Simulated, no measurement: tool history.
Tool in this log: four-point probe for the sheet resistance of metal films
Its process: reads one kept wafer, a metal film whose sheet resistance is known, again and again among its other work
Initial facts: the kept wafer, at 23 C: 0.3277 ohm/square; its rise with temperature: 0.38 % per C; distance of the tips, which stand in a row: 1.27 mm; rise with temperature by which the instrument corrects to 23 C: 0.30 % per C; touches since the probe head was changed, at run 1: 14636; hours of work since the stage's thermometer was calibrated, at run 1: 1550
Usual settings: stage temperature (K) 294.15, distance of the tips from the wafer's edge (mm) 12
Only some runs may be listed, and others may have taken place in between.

run,hour,stage temperature (K),distance of the tips from the wafer's edge (mm),touches since the probe head was changed,hours of work since the stage's thermometer was calibrated,sheet resistance as the instrument gives it (ohm/square)
1,0.0,294.15,12,14636,1550,0.329461
2,104.0,294.15,12,19527,1610,0.329643
3,170.6,294.15,12,22659,1648,0.329768
4,279.2,294.15,12,27765,1710,0.329823
5,389.3,294.15,27,32937,1773,0.328357
6,461.8,298.15,12,36347,1814,0.331069
7,585.7,298.15,12,42173,1885,0.331291
8,689.2,294.15,12,47037,1944,0.330069
9,775.4,294.15,12,51093,1993,0.330159
10,864.1,294.15,12,55263,2044,0.330405
11,964.3,294.15,6,59971,2101,0.336189
12,1069.3,294.15,6,64912,2161,0.336261
13,1186.7,294.15,6,70432,2228,0.336368
14,1308.0,294.15,6,76133,2297,0.336517
# hour 1354.8: stage's thermometer calibrated
15,1385.1,294.15,6,79736,17,0.336602
16,1436.6,294.15,12,82155,47,0.330763
17,1559.4,294.15,12,87930,117,0.331082
18,1683.6,294.15,12,93767,188,0.331076
19,1743.3,294.15,12,96575,222,0.331113
# hour 1770.6: new probe head fitted
20,1856.9,305.15,3,4058,286,0.359126
21,1950.7,305.15,3,8465,340,0.359325
# hour 1986.1: stage's thermometer calibrated, once more
22,2015.3,291.15,55,11478,17,0.326079
23,2080.9,299.15,12,14564,54,0.330313
24,2144.3,308.15,10,17547,90,0.333691
25,2245.8,308.15,10,22319,148,0.333818
26,2322.9,296.15,5,25940,192,0.338679
27,2404.1,302.15,21,29761,239,0.330167
28,2473.6,302.15,21,33029,278,0.330282
29,2549.3,302.15,41,36587,322,0.329824
30,2646.1,302.15,41,41138,377,0.329871
31,2729.0,302.15,41,45035,424,0.329916
32,2803.8,297.15,3,48554,467,0.357155
33,2886.2,297.15,4,52428,514,0.345281
34,3007.3,307.15,30,58121,583,0.331829
35,3070.8,294.15,6,61104,619,0.335530
36,3127.7,300.15,26,63782,652,0.329963
37,3221.6,300.15,26,68195,706,0.330185

Selected run-to-run steps in sheet resistance as the instrument gives it (ohm/square), each split into two signed amounts: the part the tool would show with no hidden state at all (from settings, incoming material and random variation), and the remainder, which goes to the hidden state together with any gauge scatter not common to the measured and the hidden-state-free results:
Hidden state present: inner tips' distance over the nominal, %; tips' flats over new ones', %; wafer's true temperature over the reading, C; drift of the gauge itself on sheet_ohm, %.
Run 16 -> 17: nothing adjusted, nothing logged. sheet resistance as the instrument gives it (ohm/square) +0.000319: hidden state +0.000116, all else +0.000203.
Run 19 -> 20: stage temperature (K) 294.15 -> 305.15, distance of the tips from the wafer's edge (mm) 12 -> 3, new probe head fitted. sheet resistance as the instrument gives it (ohm/square) +0.028013: hidden state -0.002052, all else +0.030065.
Run 21 -> 22: stage temperature (K) 305.15 -> 291.15, distance of the tips from the wafer's edge (mm) 3 -> 55, stage's thermometer calibrated, once more. sheet resistance as the instrument gives it (ohm/square) -0.033246: hidden state -0.000436, all else -0.032810.
Run 31 -> 32: stage temperature (K) 302.15 -> 297.15, distance of the tips from the wafer's edge (mm) 41 -> 3. sheet resistance as the instrument gives it (ohm/square) +0.027239: hidden state +0.000101, all else +0.027138.

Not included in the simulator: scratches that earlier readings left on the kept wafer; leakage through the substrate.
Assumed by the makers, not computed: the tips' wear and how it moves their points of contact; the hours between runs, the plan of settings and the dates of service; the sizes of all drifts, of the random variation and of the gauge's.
